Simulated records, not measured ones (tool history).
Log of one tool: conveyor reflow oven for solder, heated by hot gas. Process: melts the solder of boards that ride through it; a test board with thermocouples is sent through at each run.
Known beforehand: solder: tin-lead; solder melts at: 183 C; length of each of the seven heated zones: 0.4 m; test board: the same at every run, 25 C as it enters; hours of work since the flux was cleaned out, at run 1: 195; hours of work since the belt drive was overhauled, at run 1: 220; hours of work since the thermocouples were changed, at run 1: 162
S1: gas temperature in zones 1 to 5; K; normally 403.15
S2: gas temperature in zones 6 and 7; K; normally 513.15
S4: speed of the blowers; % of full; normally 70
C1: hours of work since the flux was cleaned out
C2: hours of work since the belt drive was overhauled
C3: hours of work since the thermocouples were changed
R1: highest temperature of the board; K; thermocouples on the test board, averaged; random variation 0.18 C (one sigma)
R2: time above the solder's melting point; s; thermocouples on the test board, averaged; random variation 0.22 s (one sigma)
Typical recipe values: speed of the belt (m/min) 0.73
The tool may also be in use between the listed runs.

Run 1, hour 0: usual settings; C1 195; C2 220; C3 162. Result: R1 497.85 K, R2 52 s.
Run 2, hour 15.9: usual settings; C1 203; C2 227; C3 169. Result: R1 498.05 K, R2 51.7 s.
Run 3, hour 24: usual settings but S4 53 % of full; C1 206; C2 231; C3 173. Result: R1 491.25 K, R2 47.1 s.
Run 4, hour 35.7: usual settings but S4 53 % of full; C1 212; C2 236; C3 178. Result: R1 491.75 K, R2 47.3 s.
Run 5, hour 49.6: usual settings but speed of the belt (m/min) 0.81; C1 218; C2 242; C3 184. Result: R1 494.25 K, R2 44.3 s.
Run 6, hour 65.5: usual settings but S4 88 % of full; C1 225; C2 250; C3 192. Result: R1 502.45 K, R2 54.8 s.
Run 7, hour 84.3: usual settings but S4 88 % of full; C1 234; C2 258; C3 200. Result: R1 502.45 K, R2 54.6 s.
Run 8, hour 93.6: usual settings but S4 88 % of full; C1 238; C2 263; C3 205. Result: R1 502.05 K, R2 54.6 s.
Run 9, hour 105.9: usual settings but S4 88 % of full; C1 244; C2 268; C3 210. Result: R1 502.25 K, R2 54.6 s.
Run 10, hour 118.3: usual settings but speed of the belt (m/min) 0.723, S4 88 % of full; C1 250; C2 274; C3 216. Result: R1 502.45 K, R2 55.6 s.
Run 11, hour 126.2: usual settings but speed of the belt (m/min) 0.723, S4 88 % of full; C1 253; C2 278; C3 220. Result: R1 502.65 K, R2 55.3 s.
Run 12, hour 138.2: usual settings but speed of the belt (m/min) 0.723, S4 88 % of full; C1 259; C2 283; C3 225. Result: R1 502.65 K, R2 55.9 s.
Run 13, hour 156.5: usual settings but S2 526.15 K; C1 267; C2 292; C3 233. Result: R1 509.45 K, R2 57.5 s.
Run 14, hour 172.1: usual settings but speed of the belt (m/min) 0.678, S4 85 % of full; C1 274; C2 299; C3 241. Result: R1 503.65 K, R2 59.6 s.
Run 15, hour 185: usual settings but S2 526.15 K, speed of the belt (m/min) 0.678, S4 80 % of full; C1 280; C2 305; C3 247. Result: R1 514.45 K, R2 64.4 s.
Run 16, hour 194.1: usual settings but S1 415.15 K, S2 511.15 K, speed of the belt (m/min) 0.678, S4 80 % of full; C1 285; C2 309; C3 251. Result: R1 501.75 K, R2 62.2 s.
Run 17, hour 202.6: usual settings but S1 415.15 K, S2 511.15 K, speed of the belt (m/min) 0.678, S4 80 % of full; C1 288; C2 313; C3 255. Result: R1 501.85 K, R2 62.7 s.
Run 18, hour 217: usual settings but S1 404.15 K, S2 502.15 K, speed of the belt (m/min) 0.591, S4 52 % of full; C1 295; C2 319; C3 261. Result: R1 489.05 K, R2 58.2 s.
Run 19, hour 230.7: usual settings but S1 404.15 K, S2 511.15 K, speed of the belt (m/min) 0.852; C1 301; C2 326; C3 268. Result: R1 490.05 K, R2 40.5 s.
At hour 240.9: flux residue cleaned out of gas plates and filters.
Run 20, hour 247.7: usual settings but S1 404.15 K, S2 511.15 K, speed of the belt (m/min) 0.852, S4 89 % of full; C1 3; C2 331; C3 273. Result: R1 498.25 K, R2 45.2 s.
Run 21, hour 265.5: usual settings but S1 404.15 K, S2 511.15 K, speed of the belt (m/min) 0.852, S4 89 % of full; C1 11; C2 339; C3 281. Result: R1 498.25 K, R2 45 s.
Run 22, hour 281.9: usual settings but S1 416.15 K, S2 519.15 K, speed of the belt (m/min) 0.716, S4 89 % of full; C1 19; C2 347; C3 289. Result: R1 511.55 K, R2 63 s.
Run 23, hour 293: usual settings but S1 416.15 K, S2 519.15 K, speed of the belt (m/min) 0.709, S4 89 % of full; C1 24; C2 352; C3 294. Result: R1 511.85 K, R2 63.6 s.
Run 24, hour 309.3: usual settings but S1 416.15 K, S2 519.15 K, speed of the belt (m/min) 0.709, S4 89 % of full; C1 31; C2 360; C3 301. Result: R1 511.55 K, R2 63.6 s.

Predict each of these 5 candidate next runs independently; none follows another, all start after run 24:
Run A, hour 320: usual settings but S1 416.15 K, speed of the belt (m/min) 0.709, S4 89 % of full; C1 36; C2 364; C3 306. Result: R1 ?, R2 ?.
Run B, hour 320: usual settings but S1 400.15 K, S2 509.15 K; C1 36; C2 364; C3 306. Result: R1 ?, R2 ?.
Run C, hour 320: usual settings but S1 396.15 K, S2 519.15 K, speed of the belt (m/min) 0.709, S4 89 % of full; C1 36; C2 364; C3 306. Result: R1 ?, R2 ?.
Run D, hour 320: usual settings but S1 412.15 K, S2 519.15 K, speed of the belt (m/min) 0.611, S4 89 % of full; C1 36; C2 364; C3 306. Result: R1 ?, R2 ?.
Run E, hour 320: usual settings but S1 404.15 K, S2 518.15 K, S4 56 % of full; C1 36; C2 364; C3 306. Result: R1 ?, R2 ?.

run      R1    R2
  A  506.55    62
  B  495.25  50.3
  C  509.65  58.7
  D  514.65  74.4
  E  498.55  52.7
The same runs, with their run-to-run variation unchanged, on a tool lacking any hidden condition would have given:
run      R1    R2
  A  505.15  60.9
  B  493.85    49
  C  508.25  57.6
  D  513.15  73.2
  E  497.15  51.4

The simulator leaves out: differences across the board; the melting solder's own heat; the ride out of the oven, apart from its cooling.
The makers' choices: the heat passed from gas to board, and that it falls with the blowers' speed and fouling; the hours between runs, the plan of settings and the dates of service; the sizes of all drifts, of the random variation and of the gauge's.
